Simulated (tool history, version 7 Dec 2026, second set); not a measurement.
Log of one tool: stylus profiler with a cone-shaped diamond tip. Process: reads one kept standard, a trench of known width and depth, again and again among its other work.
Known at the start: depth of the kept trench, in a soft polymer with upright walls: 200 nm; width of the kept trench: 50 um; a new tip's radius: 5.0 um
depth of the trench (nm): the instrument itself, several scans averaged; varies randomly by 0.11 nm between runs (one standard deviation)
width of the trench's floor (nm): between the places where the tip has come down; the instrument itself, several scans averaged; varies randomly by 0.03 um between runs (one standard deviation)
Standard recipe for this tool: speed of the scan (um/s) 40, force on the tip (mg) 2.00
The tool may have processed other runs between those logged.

run	hour	speed of the scan (um/s)	force on the tip (mg)	depth of the trench (nm)	width of the trench's floor (nm)
1	0.0	40	2.00	201.29	45860
2	88.8	40	5.38	202.33	45910
3	159.2	40	5.38	202.10	45870
4	209.3	40	5.38	202.31	45820
5	296.6	40	5.38	202.27	45840
6	364.6	40	2.00	201.07	45620
7	439.2	40	2.00	200.95	45670
8	538.5	40	2.00	200.67	45580
9	624.3	40	1.21	200.24	45490
10	682.7	40	1.21	200.43	45520
11	797.2	40	1.21	200.32	45470
12	870.8	40	1.21	200.21	45380
13	970.3	52	0.98	200.01	45250
14	1073.2	56	5.75	201.82	45390

What does the tool deliver on the next run?
15	1194.4	19	0.93	?	?

{"run 15": {"depth of the trench (nm)": 199.83, "width of the trench's floor (nm)": 45480}}
Minus the tool's unlogged condition, the same run would have read depth of the trench (nm) 200.66, width of the trench's floor (nm) 47080.
